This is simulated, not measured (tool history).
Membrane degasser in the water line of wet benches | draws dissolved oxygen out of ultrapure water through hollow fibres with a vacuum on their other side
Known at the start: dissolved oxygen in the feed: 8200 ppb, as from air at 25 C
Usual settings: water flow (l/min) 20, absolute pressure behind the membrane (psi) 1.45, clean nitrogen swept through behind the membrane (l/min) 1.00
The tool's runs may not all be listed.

run   hour  water flow (l/min)  absolute pressure behind the membrane (psi)  clean nitrogen swept through behind the membrane (l/min)  dissolved oxygen in the water behind the degasser (ppb)  pressure that the water loses in the fibres (psi)
  1    0.0                  20                                         1.45                                                      1.00                                                    374.2                                              8.776
  2   34.6                  20                                         1.45                                                      1.00                                                    372.1                                              8.881
  3   69.4                  20                                         1.45                                                      1.00                                                    381.8                                              8.817
  4  100.8                  20                                         1.45                                                      1.00                                                    381.6                                              8.762
  5  142.5                  20                                         1.45                                                      1.00                                                    383.7                                              8.769
  6  171.7                  20                                         1.45                                                      1.00                                                    379.7                                              8.810
  7  193.6                  20                                         1.45                                                      1.63                                                    276.1                                              8.775
  8  219.6                  20                                         1.45                                                      1.63                                                    275.0                                              8.805
  9  254.0                  20                                         1.45                                                      1.63                                                    278.5                                              8.808
 10  272.7                  12                                         1.45                                                      1.63                                                    148.5                                              5.304
 11  299.9                  12                                         1.45                                                      1.63                                                    148.5                                              5.256
 12  339.1                  12                                         1.45                                                      1.63                                                    144.8                                              5.320
 13  379.3                  12                                         1.45                                                      1.63                                                    146.0                                              5.276
 14  416.5                  12                                         1.45                                                      1.63                                                    146.0                                              5.281
 15  453.5                  12                                         1.45                                                      1.63                                                    148.6                                              5.287
 16  480.8                  12                                         1.45                                                      1.00                                                    213.3                                              5.246
 17  520.3                  12                                         1.45                                                      1.00                                                    213.6                                              5.308
 18  556.8                  23                                         1.06                                                      2.08                                                    225.5                                             10.132
 19  587.4                  20                                         1.45                                                      1.29                                                    319.7                                              8.834
 20  620.7                  20                                         1.97                                                      1.00                                                    525.3                                              8.772
 21  662.1                  14                                         2.61                                                      0.61                                                    734.6                                              6.141
 22  688.7                  28                                         1.70                                                      1.00                                                    626.6                                             12.309
 23  721.4                  28                                         1.70                                                      1.00                                                    638.1                                             12.296
 24  766.1                  13                                         1.07                                                      2.16                                                     94.9                                              5.707
 25  786.9                  13                                         1.07                                                      2.16                                                     93.3                                              5.745
 26  813.1                  13                                         1.07                                                      2.16                                                     96.0                                              5.741
 27  836.4                  25                                         1.29                                                      1.61                                                    335.1                                             10.992
 28  875.7                  25                                         3.23                                                      1.61                                                    762.6                                             11.034
     897.0  -- seals of the vacuum lines changed
 29  912.3                  20                                         2.55                                                      0.42                                                   1243.3                                              8.799
 30  939.9                  21                                         3.52                                                      0.42                                                   1753.5                                              9.268
 31  963.6                  21                                         3.52                                                      0.42                                                   1730.1                                              9.310

4 ways to go on from here, each from the tool as it stands after run 31. What would each give?
  A  993.2                  20                                         1.45                                                      2.03                                                        ?                                                  ?
  B  993.2                  15                                         3.52                                                      0.57                                                        ?                                                  ?
  C  993.2                  15                                         1.45                                                      1.00                                                        ?                                                  ?
  D  993.2                  21                                         1.10                                                      2.51                                                        ?                                                  ?

run  dissolved oxygen in the water behind the degasser (ppb)  pressure that the water loses in the fibres (psi)
  A                                                    243.6                                              8.720
  B                                                   1096.4                                              6.580
  C                                                    274.8                                              6.585
  D                                                    183.3                                              9.277
Without the tool's hidden state the same runs would have given:
run  dissolved oxygen in the water behind the degasser (ppb)  pressure that the water loses in the fibres (psi)
  A                                                    243.5                                              8.720
  B                                                   1096.3                                              6.579
  C                                                    274.8                                              6.585
  D                                                    183.3                                              9.277
